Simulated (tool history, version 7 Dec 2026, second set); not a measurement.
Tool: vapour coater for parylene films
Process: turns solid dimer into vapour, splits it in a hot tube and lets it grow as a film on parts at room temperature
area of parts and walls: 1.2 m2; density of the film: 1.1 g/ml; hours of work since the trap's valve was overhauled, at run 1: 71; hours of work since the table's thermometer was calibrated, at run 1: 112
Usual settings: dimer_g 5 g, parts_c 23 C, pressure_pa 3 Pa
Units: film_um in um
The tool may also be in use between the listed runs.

run,day,dimer_g,parts_c,pressure_pa,hours of work since the trap's valve was overhauled,hours of work since the table's thermometer was calibrated,film_um
1,0,5,23,3,71,112,2.37
2,0.875,5,23,3,80,120,2.39
3,1.471,5,23,3,86,126,2.39
4,2.125,3,23,3,92,133,1.39
5,2.912,3,23,3,100,141,1.44
6,3.546,5,25,3,106,147,2.24
7,4.325,5,25,3,114,155,2.21
8,4.842,5,16,3,119,160,3.03
9,5.825,5,16,5.43,129,170,2.83
10,6.754,5,23,3.04,138,179,2.38
11,7.475,5,23,3,145,186,2.35
12,7.946,5,23,3,150,191,2.37
13,8.633,5,23,3,157,197,2.37
14,9.542,5,23,3,166,206,2.39
15,10.354,5,23,3,174,214,2.37
16,10.958,5,23,3,180,220,2.36
17,11.496,5,23,3,185,226,2.39
18,12.2,5,23,3,192,233,2.37
19,12.838,5,23,3,198,239,2.37
20,13.471,5,23,3,205,245,2.39
21,13.958,5,23,4.27,209,250,2.26
22,14.817,5,23,3.57,218,259,2.32
23,15.717,5,23,3,227,268,2.38
24,16.175,5,23,3,231,272,2.36
25,16.675,5,27,3,236,277,2.05
26,17.358,5,27,3,243,284,2.07
27,17.888,5,32,3.84,248,289,1.71
28,18.688,4,33,5.87,256,297,1.25
29,19.2,4,33,5.87,261,302,1.25
30,20.125,4,16,10.49,270,311,2.07
31,20.671,4,16,10.49,276,317,2.06
32,21.592,2,26,4.45,285,326,0.81
33,22.388,2,26,4.45,293,334,0.82
34,23.375,4,23,9.51,303,343,1.64
# day 24.029: trap's valve overhauled
35,24.25,4,23,2.69,2,350,1.9
36,24.804,4,23,2.69,8,356,1.9
37,25.346,4,23,2.69,13,361,1.91
38,26.104,4,23,2.69,21,369,1.95
39,26.767,4,23,2.69,27,375,1.92
40,27.679,9,26,5.38,36,384,3.62
41,28.371,3,35,3,43,391,0.94
42,29.358,2,35,4.24,53,401,0.6
43,30.108,2,35,4.24,60,408,0.61
44,30.633,2,35,4.24,65,414,0.61
45,31.179,5,16,3,71,419,3.01
46,31.804,5,25,5.08,77,425,2.07
47,32.225,5,25,5.08,81,429,2.09

3 ways to go on from here, each from the tool as it stands after run 47. What would each give?
A,32.917,4,19,2.76,88,436,?
B,32.917,5,26,5.08,88,436,?
C,32.917,5,17,3,88,436,?

run,film_um
A,2.2
B,2.02
C,2.92
Without the tool's hidden state the same runs would have given:
run,film_um
A,2.2
B,2.02
C,2.92
